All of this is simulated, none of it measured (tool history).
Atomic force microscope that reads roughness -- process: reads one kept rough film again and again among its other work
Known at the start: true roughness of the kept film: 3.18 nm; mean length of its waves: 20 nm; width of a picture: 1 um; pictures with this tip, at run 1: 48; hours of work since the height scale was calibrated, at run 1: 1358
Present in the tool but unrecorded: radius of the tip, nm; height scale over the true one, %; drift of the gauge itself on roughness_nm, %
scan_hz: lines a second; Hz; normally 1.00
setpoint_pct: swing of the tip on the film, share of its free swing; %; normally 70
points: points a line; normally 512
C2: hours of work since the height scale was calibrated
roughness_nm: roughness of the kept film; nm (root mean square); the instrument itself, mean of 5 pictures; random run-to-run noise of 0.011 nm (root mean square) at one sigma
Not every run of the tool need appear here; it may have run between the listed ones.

Run 1, hour 0.0: usual settings; pictures with this tip 48; C2 1358. Result: roughness_nm 2.474 nm (root mean square).
Run 2, hour 71.9: usual settings but points 323; pictures with this tip 178; C2 1399. Result: roughness_nm 2.439 nm (root mean square).
At hour 107.7: new tip fitted.
Run 3, hour 145.4: usual settings but points 323; pictures with this tip 68; C2 1441. Result: roughness_nm 2.461 nm (root mean square).
Run 4, hour 200.6: usual settings but points 987; pictures with this tip 168; C2 1473. Result: roughness_nm 2.489 nm (root mean square).
At hour 239.8: new tip fitted.
Run 5, hour 268.3: usual settings but points 987; pictures with this tip 51; C2 1512. Result: roughness_nm 2.488 nm (root mean square).
Run 6, hour 319.4: usual settings but points 987; pictures with this tip 144; C2 1541. Result: roughness_nm 2.501 nm (root mean square).
At hour 373.9: new tip fitted.
Run 7, hour 391.1: usual settings but points 987; pictures with this tip 31; C2 1582. Result: roughness_nm 2.489 nm (root mean square).
Run 8, hour 465.5: usual settings but points 987; pictures with this tip 165; C2 1625. Result: roughness_nm 2.485 nm (root mean square).
At hour 509.3: new tip fitted.
Run 9, hour 540.8: usual settings but points 987; pictures with this tip 57; C2 1668. Result: roughness_nm 2.503 nm (root mean square).
Run 10, hour 615.9: usual settings but scan_hz 2.96 Hz, setpoint_pct 71 %, points 463; pictures with this tip 193; C2 1711. Result: roughness_nm 2.260 nm (root mean square).

What will run 11 give?
At hour 641.5: new tip fitted.
Run 11, hour 670.9: usual settings but scan_hz 2.11 Hz, setpoint_pct 62 %, points 357; pictures with this tip 53; C2 1742. Result: roughness_nm ?.

roughness_nm: 2.435 nm (root mean square)
Take away the tool's hidden state, keep the run-to-run variation as it was, and the same run would have given roughness_nm 2.437 nm (root mean square).
